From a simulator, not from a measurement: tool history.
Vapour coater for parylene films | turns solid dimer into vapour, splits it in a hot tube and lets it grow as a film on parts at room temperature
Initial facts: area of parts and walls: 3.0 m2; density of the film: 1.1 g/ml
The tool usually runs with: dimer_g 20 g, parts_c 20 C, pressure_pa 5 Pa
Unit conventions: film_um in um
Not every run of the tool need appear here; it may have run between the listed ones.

run     day  dimer_g  parts_c  pressure_pa  film_um
  1       0       20       20            5     3.97
  2   0.454       20       20            5     3.84
  3   1.096       20       20            5     3.92
  4   1.742       20       20            5     3.91
  5   2.346       20       20            5     3.87
  6       3       20       20            5     3.85
  7   3.567       20       20            5     3.88
  8   4.242       20       20            5     3.85
  9   4.942       20       20            5     3.82
 10   5.483       20       20            5     3.84
 11     5.8       13       20            5     2.48
 12   6.438       18       20            5     3.41
 13   7.012       18       20            5     3.43
 14   7.629       20       28            5      3.2
 15   7.975       20       20         3.94     3.93
 16   8.512       20       20         3.94     3.96
 17   9.138       11       23         3.94     2.04
 18   9.775       23       27            5     3.74
 19  10.412       11       20            5     2.03
 20  10.879       21       16         3.95     4.41
 21  11.288       21       15         2.29     4.95
 22  11.692       21       15         2.29     4.88
 23  12.317       21       15         2.29     4.88
 24    12.9       21       15         2.29     4.96
 25  13.525       21       15         8.08     3.97

3 ways to go on from here, each from the tool as it stands after run 25. What would each give?
  A  13.942        9       24         3.68        ?
  B  13.942       16       19         8.08        ?
  C  13.942       32       14         5.73        ?

run  film_um
  A      1.6
  B     2.76
  C     6.53
Stripped of hidden state, with their random variation kept, the same runs would have yielded:
run  film_um
  A     1.81
  B     3.11
  C     7.36
